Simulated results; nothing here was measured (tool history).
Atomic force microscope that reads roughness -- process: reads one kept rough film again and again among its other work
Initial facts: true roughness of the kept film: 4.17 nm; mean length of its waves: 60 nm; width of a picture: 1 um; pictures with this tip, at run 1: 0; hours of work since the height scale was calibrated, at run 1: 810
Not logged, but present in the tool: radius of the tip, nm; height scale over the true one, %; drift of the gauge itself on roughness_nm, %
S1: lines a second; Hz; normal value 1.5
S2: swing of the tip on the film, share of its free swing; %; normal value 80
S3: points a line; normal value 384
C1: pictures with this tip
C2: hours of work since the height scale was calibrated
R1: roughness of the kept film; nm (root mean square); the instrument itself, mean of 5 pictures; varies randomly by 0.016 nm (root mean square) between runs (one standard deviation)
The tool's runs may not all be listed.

| run | hour | S1 | S2 | S3 | C1 | C2 | R1 |
|---|---|---|---|---|---|---|---|
| 1 | 0 | 1.5 | 80 | 384 | 0 | 810 | 3.808 |
| 2 | 38.6 | 1.5 | 80 | 810 | 76 | 841 | 3.822 |
|  | 42.1 | new tip fitted |
| 3 | 63.2 | 3.45 | 80 | 384 | 42 | 860 | 3.47 |
|  | 85.4 | new tip fitted |
| 4 | 102 | 1.5 | 80 | 384 | 33 | 891 | 3.77 |
|  | 128.1 | new tip fitted |
| 5 | 140.7 | 1.5 | 80 | 384 | 25 | 921 | 3.789 |
|  | 172.8 | new tip fitted |
| 6 | 180.7 | 1.5 | 80 | 384 | 16 | 953 | 3.816 |
| 7 | 210.9 | 1.5 | 59 | 384 | 75 | 977 | 3.975 |
|  | 216.9 | new tip fitted |
| 8 | 250.1 | 1.5 | 59 | 384 | 65 | 1007 | 3.983 |
|  | 260 | new tip fitted |
| 9 | 286.7 | 1.5 | 59 | 384 | 52 | 1036 | 3.969 |
|  | 302.5 | new tip fitted |
| 10 | 316.6 | 1.5 | 59 | 384 | 27 | 1060 | 3.972 |
|  | 345.2 | new tip fitted |
| 11 | 345.5 | 1.5 | 59 | 384 | 1 | 1082 | 3.988 |
| 12 | 366.8 | 1.5 | 80 | 384 | 43 | 1099 | 3.808 |
|  | 387.8 | new tip fitted |
| 13 | 399.4 | 1.5 | 56 | 384 | 23 | 1125 | 3.975 |
|  | 430.4 | new tip fitted |
| 14 | 437 | 1.5 | 80 | 541 | 13 | 1154 | 3.823 |
|  | 473.4 | new tip fitted |
| 15 | 473.4 | 1.5 | 80 | 541 | 0 | 1183 | 3.804 |
| 16 | 495.6 | 1.5 | 80 | 541 | 44 | 1201 | 3.788 |
|  | 517.3 | new tip fitted |
| 17 | 522.8 | 1.5 | 80 | 384 | 11 | 1222 | 3.797 |
| 18 | 547.6 | 1.5 | 80 | 452 | 60 | 1242 | 3.784 |
|  | 562.5 | new tip fitted |
| 19 | 565.2 | 0.92 | 80 | 384 | 5 | 1255 | 3.923 |
| 20 | 600.3 | 0.92 | 80 | 384 | 74 | 1283 | 3.906 |
|  | 606.5 | new tip fitted |
| 21 | 638 | 0.92 | 80 | 384 | 62 | 1313 | 3.903 |
|  | 650.2 | new tip fitted |
| 22 | 676.3 | 1.5 | 80 | 384 | 51 | 1343 | 3.79 |
|  | 692.7 | new tip fitted |
| 23 | 700 | 1.5 | 60 | 384 | 15 | 1362 | 4.001 |
| 24 | 717.2 | 1.5 | 60 | 384 | 48 | 1375 | 3.975 |
|  | 735.4 | new tip fitted |
| 25 | 753.9 | 1.5 | 60 | 384 | 37 | 1404 | 3.971 |
|  | 777.8 | new tip fitted |
| 26 | 791.4 | 1.5 | 60 | 384 | 26 | 1434 | 3.984 |
| 27 | 817.7 | 1.5 | 60 | 384 | 78 | 1455 | 3.952 |
|  | 821 | new tip fitted |
| 28 | 845.3 | 1.07 | 77 | 936 | 48 | 1476 | 3.9 |
|  | 864.9 | new tip fitted |
| 29 | 868.6 | 1.07 | 77 | 936 | 7 | 1495 | 3.902 |
| 30 | 902.1 | 2.5 | 71 | 657 | 73 | 1521 | 3.791 |
|  | 907.6 | new tip fitted |
| 31 | 923.1 | 3.03 | 71 | 333 | 31 | 1538 | 3.728 |
|  | 951 | new tip fitted |
| 32 | 956.7 | 0.56 | 88 | 384 | 12 | 1564 | 3.918 |
| 33 | 976.4 | 1.23 | 74 | 384 | 50 | 1580 | 3.899 |
|  | 993.8 | new tip fitted |
| 34 | 1005.4 | 1.23 | 74 | 384 | 22 | 1602 | 3.887 |
| 35 | 1031.6 | 0.66 | 80 | 343 | 74 | 1623 | 3.942 |
|  | 1037.7 | new tip fitted |
| 36 | 1058.2 | 1.33 | 77 | 384 | 40 | 1644 | 3.854 |
|  | 1082.1 | new tip fitted |
| 37 | 1099.5 | 1.01 | 77 | 384 | 35 | 1677 | 3.9 |
| 38 | 1118.8 | 1.5 | 60 | 384 | 73 | 1692 | 3.986 |
|  | 1124.3 | new tip fitted |
| 39 | 1155.2 | 1.77 | 59 | 384 | 61 | 1721 | 3.978 |
|  | 1166.6 | new tip fitted |
| 40 | 1175.9 | 1.77 | 59 | 384 | 18 | 1737 | 3.953 |
|  | 1209 | new tip fitted |
| 41 | 1209.3 | 1.77 | 59 | 384 | 1 | 1763 | 3.961 |
| 42 | 1226 | 0.66 | 56 | 926 | 33 | 1776 | 4.036 |
|  | 1251.6 | new tip fitted |
| 43 | 1266.2 | 1.31 | 56 | 942 | 29 | 1808 | 4.008 |
| 44 | 1285 | 2.02 | 80 | 506 | 66 | 1823 | 3.696 |
|  | 1295.4 | new tip fitted |
| 45 | 1315.8 | 1.79 | 74 | 910 | 40 | 1847 | 3.845 |
|  | 1339.6 | new tip fitted |
| 46 | 1344.6 | 1.79 | 74 | 910 | 10 | 1870 | 3.853 |
| 47 | 1376.1 | 2.55 | 64 | 574 | 72 | 1895 | 3.872 |
|  | 1384.8 | new tip fitted |
| 48 | 1411.5 | 2.55 | 83 | 574 | 52 | 1922 | 3.558 |
|  | 1427 | new tip fitted |
| 49 | 1451.1 | 3.46 | 59 | 384 | 47 | 1954 | 3.885 |
|  | 1469.2 | new tip fitted |
| 50 | 1472.1 | 3.46 | 59 | 384 | 6 | 1970 | 3.891 |

5 options for the next run, each taken on its own from the tool as it stands now. Forecast them:
| A | 1493.2 | 1.5 | 65 | 384 | 47 | 1987 | ? |
| B | 1493.2 | 3 | 82 | 524 | 47 | 1987 | ? |
| C | 1493.2 | 3.87 | 75 | 888 | 47 | 1987 | ? |
| D | 1493.2 | 0.51 | 86 | 276 | 47 | 1987 | ? |
| E | 1493.2 | 3.46 | 75 | 384 | 47 | 1987 | ? |

| run | R1 |
|---|---|
| A | 3.947 |
| B | 3.511 |
| C | 3.584 |
| D | 3.94 |
| E | 3.599 |
Stripped of hidden state, with their random variation kept, the same runs would have yielded:
| run | R1 |
|---|---|
| A | 3.95 |
| B | 3.513 |
| C | 3.586 |
| D | 3.943 |
| E | 3.601 |
